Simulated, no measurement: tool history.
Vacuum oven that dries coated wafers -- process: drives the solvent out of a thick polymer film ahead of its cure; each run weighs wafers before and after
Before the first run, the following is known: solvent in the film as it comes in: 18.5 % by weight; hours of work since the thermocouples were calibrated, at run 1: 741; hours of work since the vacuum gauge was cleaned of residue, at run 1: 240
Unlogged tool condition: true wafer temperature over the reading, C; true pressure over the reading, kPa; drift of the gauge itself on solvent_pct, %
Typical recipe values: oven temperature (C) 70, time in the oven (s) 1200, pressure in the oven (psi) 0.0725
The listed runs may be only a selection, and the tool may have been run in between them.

run   hour  oven temperature (C)  time in the oven (s)  pressure in the oven (psi)  hours of work since the thermocouples were calibrated  hours of work since the vacuum gauge was cleaned of residue  solvent left in the film (%)
  1    0.0                    70                  1200                      0.0725                                                    741                                                          240                         0.612
  2   17.7                    70                  1020                      0.0725                                                    750                                                          249                         0.923
  3   27.7                    70                  1020                      0.0725                                                    755                                                          254                         0.924
  4   42.5                    70                  1020                      0.0725                                                    763                                                          262                         0.929
  5   61.0                    70                  1200                      0.0725                                                    772                                                          271                         0.611
  6   74.9                    70                  1200                      0.0725                                                    780                                                          278                         0.612
  7   86.8                    70                  1200                      0.0725                                                    786                                                          285                         0.608
  8   98.9                    70                  1200                      0.0725                                                    792                                                          291                         0.617
  9  111.0                    70                  1200                      0.0725                                                    798                                                          297                         0.614
 10  126.1                    70                  1200                      0.0725                                                    806                                                          305                         0.605
 11  134.4                    70                  1200                      0.0725                                                    810                                                          309                         0.613
 12  148.6                    70                  1200                      0.0725                                                    818                                                          317                         0.600
 13  163.8                    70                  1200                      0.0725                                                    826                                                          324                         0.618
 14  182.8                    70                  1200                      0.0725                                                    835                                                          334                         0.613
 15  197.9                    70                  1200                      0.0725                                                    843                                                          342                         0.614
 16  209.3                    70                  1200                      0.0725                                                    849                                                          348                         0.607
 17  226.0                    70                  1200                      0.0725                                                    858                                                          357                         0.613
 18  241.8                    70                  1200                      0.0725                                                    866                                                          365                         0.613
 19  258.4                    70                  1200                      0.0725                                                    875                                                          373                         0.605
 20  276.6                    81                  1200                      0.0725                                                    884                                                          383                         0.137
 21  286.4                    81                  1200                      0.0725                                                    889                                                          388                         0.135
 22  296.0                    81                  1200                      0.0725                                                    894                                                          393                         0.133
 23  308.4                    85                  1020                      0.1751                                                    900                                                          399                         0.217
 24  327.6                    85                  1020                      0.1751                                                    910                                                          409                         0.219

What will run 25 give?
 25  336.9                    81                  1860                      0.0777                                                    915                                                          414                             ?

Run 25 measured solvent left in the film (%) 0.122.
Had the tool carried no hidden state, the very same run would have given solvent left in the film (%) 0.105.

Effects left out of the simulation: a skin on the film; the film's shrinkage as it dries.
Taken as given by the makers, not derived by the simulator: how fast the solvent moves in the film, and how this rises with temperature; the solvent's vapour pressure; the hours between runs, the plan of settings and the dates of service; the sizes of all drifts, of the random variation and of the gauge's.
